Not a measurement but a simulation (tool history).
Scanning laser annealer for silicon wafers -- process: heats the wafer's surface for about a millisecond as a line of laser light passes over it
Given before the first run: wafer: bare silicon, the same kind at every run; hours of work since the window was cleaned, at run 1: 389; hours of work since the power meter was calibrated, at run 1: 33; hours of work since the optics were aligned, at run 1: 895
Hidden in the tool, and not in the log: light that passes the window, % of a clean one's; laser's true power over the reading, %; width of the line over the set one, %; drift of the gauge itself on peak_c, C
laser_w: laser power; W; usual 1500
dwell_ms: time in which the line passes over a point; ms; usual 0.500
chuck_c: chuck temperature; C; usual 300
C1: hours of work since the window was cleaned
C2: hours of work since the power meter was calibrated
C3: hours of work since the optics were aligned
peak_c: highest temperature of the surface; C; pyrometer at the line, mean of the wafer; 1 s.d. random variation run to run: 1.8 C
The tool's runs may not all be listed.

{"run": 1, "hour": 0.0, "laser_w": 1500, "dwell_ms": 0.5, "chuck_c": 300, "C1": 389, "C2": 33, "C3": 895, "peak_c": 976}
{"run": 2, "hour": 10.6, "laser_w": 1500, "dwell_ms": 0.5, "chuck_c": 300, "C1": 397, "C2": 41, "C3": 904, "peak_c": 975}
{"run": 3, "hour": 21.0, "laser_w": 1500, "dwell_ms": 0.5, "chuck_c": 268, "C1": 405, "C2": 49, "C3": 912, "peak_c": 938}
{"run": 4, "hour": 26.8, "laser_w": 1500, "dwell_ms": 0.5, "chuck_c": 300, "C1": 410, "C2": 54, "C3": 916, "peak_c": 977}
{"run": 5, "hour": 31.5, "laser_w": 1500, "dwell_ms": 0.5, "chuck_c": 300, "C1": 413, "C2": 58, "C3": 920, "peak_c": 974}
{"run": 6, "hour": 42.0, "laser_w": 1500, "dwell_ms": 0.5, "chuck_c": 300, "C1": 422, "C2": 66, "C3": 928, "peak_c": 971}
{"run": 7, "hour": 46.7, "laser_w": 1500, "dwell_ms": 0.5, "chuck_c": 300, "C1": 425, "C2": 69, "C3": 932, "peak_c": 971}
{"run": 8, "hour": 54.6, "laser_w": 1439, "dwell_ms": 0.5, "chuck_c": 300, "C1": 431, "C2": 75, "C3": 938, "peak_c": 940}
{"hour": 64.3, "done": "window over the wafer cleaned"}
{"run": 9, "hour": 64.5, "laser_w": 1439, "dwell_ms": 0.5, "chuck_c": 300, "C1": 0, "C2": 82, "C3": 944, "peak_c": 973}
{"run": 10, "hour": 71.7, "laser_w": 1439, "dwell_ms": 0.571, "chuck_c": 300, "C1": 6, "C2": 87, "C3": 950, "peak_c": 1027}
{"run": 11, "hour": 78.5, "laser_w": 1439, "dwell_ms": 0.571, "chuck_c": 300, "C1": 11, "C2": 93, "C3": 955, "peak_c": 1026}
{"run": 12, "hour": 88.3, "laser_w": 1439, "dwell_ms": 0.571, "chuck_c": 300, "C1": 19, "C2": 100, "C3": 962, "peak_c": 1022}
{"run": 13, "hour": 93.9, "laser_w": 1500, "dwell_ms": 0.5, "chuck_c": 272, "C1": 23, "C2": 104, "C3": 967, "peak_c": 979}
{"run": 14, "hour": 102.1, "laser_w": 1500, "dwell_ms": 0.5, "chuck_c": 313, "C1": 29, "C2": 111, "C3": 973, "peak_c": 1017}
{"run": 15, "hour": 111.4, "laser_w": 1393, "dwell_ms": 0.5, "chuck_c": 300, "C1": 37, "C2": 118, "C3": 980, "peak_c": 944}
{"run": 16, "hour": 120.0, "laser_w": 1500, "dwell_ms": 0.5, "chuck_c": 300, "C1": 43, "C2": 125, "C3": 987, "peak_c": 1003}
{"run": 17, "hour": 124.6, "laser_w": 1500, "dwell_ms": 0.5, "chuck_c": 300, "C1": 47, "C2": 128, "C3": 991, "peak_c": 1001}
{"run": 18, "hour": 133.4, "laser_w": 1500, "dwell_ms": 0.5, "chuck_c": 300, "C1": 54, "C2": 135, "C3": 997, "peak_c": 999}
{"run": 19, "hour": 142.9, "laser_w": 1382, "dwell_ms": 0.5, "chuck_c": 262, "C1": 61, "C2": 142, "C3": 1005, "peak_c": 896}
{"run": 20, "hour": 152.2, "laser_w": 1382, "dwell_ms": 0.5, "chuck_c": 321, "C1": 68, "C2": 150, "C3": 1012, "peak_c": 960}
{"run": 21, "hour": 157.7, "laser_w": 1425, "dwell_ms": 0.439, "chuck_c": 296, "C1": 72, "C2": 154, "C3": 1016, "peak_c": 912}
{"run": 22, "hour": 163.0, "laser_w": 1561, "dwell_ms": 0.52, "chuck_c": 300, "C1": 77, "C2": 158, "C3": 1020, "peak_c": 1050}
{"run": 23, "hour": 168.8, "laser_w": 1561, "dwell_ms": 0.52, "chuck_c": 300, "C1": 81, "C2": 163, "C3": 1025, "peak_c": 1054}
{"run": 24, "hour": 178.3, "laser_w": 1304, "dwell_ms": 0.497, "chuck_c": 303, "C1": 89, "C2": 170, "C3": 1032, "peak_c": 893}
{"run": 25, "hour": 186.1, "laser_w": 1490, "dwell_ms": 0.598, "chuck_c": 303, "C1": 95, "C2": 176, "C3": 1038, "peak_c": 1067}
{"run": 26, "hour": 193.5, "laser_w": 1387, "dwell_ms": 0.519, "chuck_c": 300, "C1": 100, "C2": 182, "C3": 1044, "peak_c": 949}
{"run": 27, "hour": 200.7, "laser_w": 1387, "dwell_ms": 0.519, "chuck_c": 300, "C1": 106, "C2": 187, "C3": 1050, "peak_c": 951}
{"run": 28, "hour": 208.4, "laser_w": 1387, "dwell_ms": 0.519, "chuck_c": 300, "C1": 112, "C2": 193, "C3": 1056, "peak_c": 948}
{"run": 29, "hour": 214.9, "laser_w": 1503, "dwell_ms": 0.5, "chuck_c": 281, "C1": 117, "C2": 198, "C3": 1061, "peak_c": 979}
{"run": 30, "hour": 223.0, "laser_w": 1303, "dwell_ms": 0.5, "chuck_c": 268, "C1": 123, "C2": 205, "C3": 1067, "peak_c": 856}
{"run": 31, "hour": 229.9, "laser_w": 1303, "dwell_ms": 0.5, "chuck_c": 268, "C1": 129, "C2": 210, "C3": 1072, "peak_c": 857}
{"run": 32, "hour": 239.2, "laser_w": 1500, "dwell_ms": 0.5, "chuck_c": 290, "C1": 136, "C2": 217, "C3": 1080, "peak_c": 987}
{"run": 33, "hour": 243.7, "laser_w": 1500, "dwell_ms": 0.5, "chuck_c": 290, "C1": 139, "C2": 221, "C3": 1083, "peak_c": 984}
{"run": 34, "hour": 249.4, "laser_w": 1630, "dwell_ms": 0.351, "chuck_c": 276, "C1": 144, "C2": 225, "C3": 1088, "peak_c": 907}
{"run": 35, "hour": 256.5, "laser_w": 1291, "dwell_ms": 0.6, "chuck_c": 300, "C1": 149, "C2": 231, "C3": 1093, "peak_c": 945}

Alternative continuations, all from the tool just after run 35; predict every row:
{"run": "A", "hour": 264.5, "laser_w": 1582, "dwell_ms": 0.357, "chuck_c": 325, "C1": 155, "C2": 237, "C3": 1099, "peak_c": "?"}
{"run": "B", "hour": 264.5, "laser_w": 1291, "dwell_ms": 0.47, "chuck_c": 308, "C1": 155, "C2": 237, "C3": 1099, "peak_c": "?"}
{"run": "C", "hour": 264.5, "laser_w": 1541, "dwell_ms": 0.365, "chuck_c": 300, "C1": 155, "C2": 237, "C3": 1099, "peak_c": "?"}

run=A peak_c=940
run=B peak_c=870
run=C peak_c=900
With the hidden condition removed and each run's random variation left untouched, the same runs would have given:
run=A peak_c=963
run=B peak_c=890
run=C peak_c=923
